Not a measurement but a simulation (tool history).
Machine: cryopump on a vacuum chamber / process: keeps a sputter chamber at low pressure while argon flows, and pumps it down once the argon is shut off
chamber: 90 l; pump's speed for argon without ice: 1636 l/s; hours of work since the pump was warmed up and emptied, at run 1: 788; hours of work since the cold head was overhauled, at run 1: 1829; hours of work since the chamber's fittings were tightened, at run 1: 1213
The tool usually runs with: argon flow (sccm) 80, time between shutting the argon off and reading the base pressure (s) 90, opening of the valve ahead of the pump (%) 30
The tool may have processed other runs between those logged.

| run | hour | argon flow (sccm) | time between shutting the argon off and reading the base pressure (s) | opening of the valve ahead of the pump (%) | hours of work since the pump was warmed up and emptied | hours of work since the cold head was overhauled | hours of work since the chamber's fittings were tightened | pressure while argon flows (Pa) | pressure after the wait (uPa) |
|---|---|---|---|---|---|---|---|---|---|
| 1 | 0 | 80 | 90 | 30 | 788 | 1829 | 1213 | 0.3037 | 1.35 |
| 2 | 30.2 | 80 | 90 | 30 | 812 | 1853 | 1237 | 0.3036 | 1.31 |
| 3 | 64 | 80 | 90 | 30 | 839 | 1880 | 1264 | 0.3081 | 1.37 |
| 4 | 99.1 | 80 | 90 | 30 | 867 | 1908 | 1292 | 0.309 | 1.38 |
| 5 | 147.6 | 80 | 90 | 30 | 906 | 1947 | 1331 | 0.3096 | 1.38 |
| 6 | 193 | 80 | 90 | 37 | 942 | 1983 | 1367 | 0.2637 | 1.45 |
| 7 | 242.5 | 80 | 90 | 30 | 982 | 2022 | 1407 | 0.317 | 1.42 |
|  | 260.6 | pump warmed up, emptied and cooled again |
| 8 | 300.1 | 80 | 90 | 30 | 31 | 2064 | 1448 | 0.2792 | 1.27 |
| 9 | 351.8 | 80 | 90 | 30 | 73 | 2105 | 1490 | 0.2799 | 1.25 |
| 10 | 392.1 | 96 | 90 | 30 | 105 | 2138 | 1522 | 0.3378 | 1.26 |
| 11 | 442.8 | 96 | 90 | 30 | 145 | 2178 | 1562 | 0.3403 | 1.3 |
| 12 | 473.7 | 96 | 90 | 30 | 170 | 2203 | 1587 | 0.3403 | 1.26 |
| 13 | 532.4 | 96 | 90 | 30 | 217 | 2249 | 1634 | 0.3411 | 1.31 |
| 14 | 594 | 96 | 90 | 30 | 266 | 2299 | 1683 | 0.3431 | 1.31 |
| 15 | 656.2 | 96 | 90 | 30 | 315 | 2348 | 1732 | 0.3442 | 1.32 |
| 16 | 700.5 | 96 | 90 | 30 | 351 | 2383 | 1768 | 0.3468 | 1.36 |
| 17 | 757 | 96 | 90 | 30 | 396 | 2429 | 1813 | 0.349 | 1.38 |
| 18 | 811.6 | 67 | 187 | 30 | 439 | 2472 | 1856 | 0.2445 | 0.86 |
| 19 | 860.7 | 93 | 104 | 22 | 478 | 2511 | 1895 | 0.4573 | 1.27 |
| 20 | 915.5 | 58 | 49 | 22 | 522 | 2555 | 1939 | 0.2866 | 2.16 |
| 21 | 954.6 | 44 | 22 | 46 | 553 | 2586 | 1970 | 0.1108 | 4.51 |
| 22 | 991.4 | 89 | 22 | 26 | 583 | 2615 | 2000 | 0.3795 | 4.44 |
| 23 | 1051.4 | 40 | 270 | 30 | 631 | 2663 | 2047 | 0.1502 | 0.75 |
| 24 | 1081.9 | 41 | 93 | 30 | 655 | 2688 | 2072 | 0.1543 | 1.32 |
| 25 | 1129.2 | 140 | 23 | 20 | 693 | 2725 | 2110 | 0.7713 | 4.06 |
| 26 | 1163 | 140 | 23 | 20 | 720 | 2752 | 2136 | 0.7719 | 4.23 |
| 27 | 1218.3 | 68 | 135 | 55 | 764 | 2796 | 2181 | 0.1518 | 1.14 |
| 28 | 1249.8 | 68 | 135 | 55 | 789 | 2821 | 2206 | 0.1538 | 1.15 |
| 29 | 1300.2 | 80 | 247 | 46 | 829 | 2862 | 2246 | 0.2149 | 0.87 |
| 30 | 1360.7 | 46 | 251 | 34 | 877 | 2910 | 2294 | 0.1608 | 0.88 |
| 31 | 1397 | 46 | 251 | 49 | 906 | 2939 | 2323 | 0.1188 | 0.87 |
| 32 | 1424.9 | 66 | 28 | 44 | 928 | 2961 | 2345 | 0.1878 | 3.66 |
| 33 | 1476.1 | 66 | 28 | 44 | 969 | 3002 | 2386 | 0.1893 | 3.76 |
|  | 1508.4 | pump warmed up, emptied and cooled again |
| 34 | 1519 | 46 | 265 | 33 | 9 | 3032 | 2416 | 0.1461 | 0.69 |

3 ways to go on from here, each from the tool as it stands after run 34. What would each give?
| A | 1571.9 | 52 | 24 | 32 | 51 | 3074 | 2458 | ? | ? |
| B | 1571.9 | 80 | 23 | 30 | 51 | 3074 | 2458 | ? | ? |
| C | 1571.9 | 38 | 37 | 30 | 51 | 3074 | 2458 | ? | ? |

| run | pressure while argon flows (Pa) | pressure after the wait (uPa) |
|---|---|---|
| A | 0.1704 | 4 |
| B | 0.2777 | 4.17 |
| C | 0.1319 | 2.8 |
The same runs, with their run-to-run variation unchanged, on a tool lacking any hidden condition would have given:
| run | pressure while argon flows (Pa) | pressure after the wait (uPa) |
|---|---|---|
| A | 0.1676 | 3.79 |
| B | 0.2735 | 3.96 |
| C | 0.1299 | 2.58 |
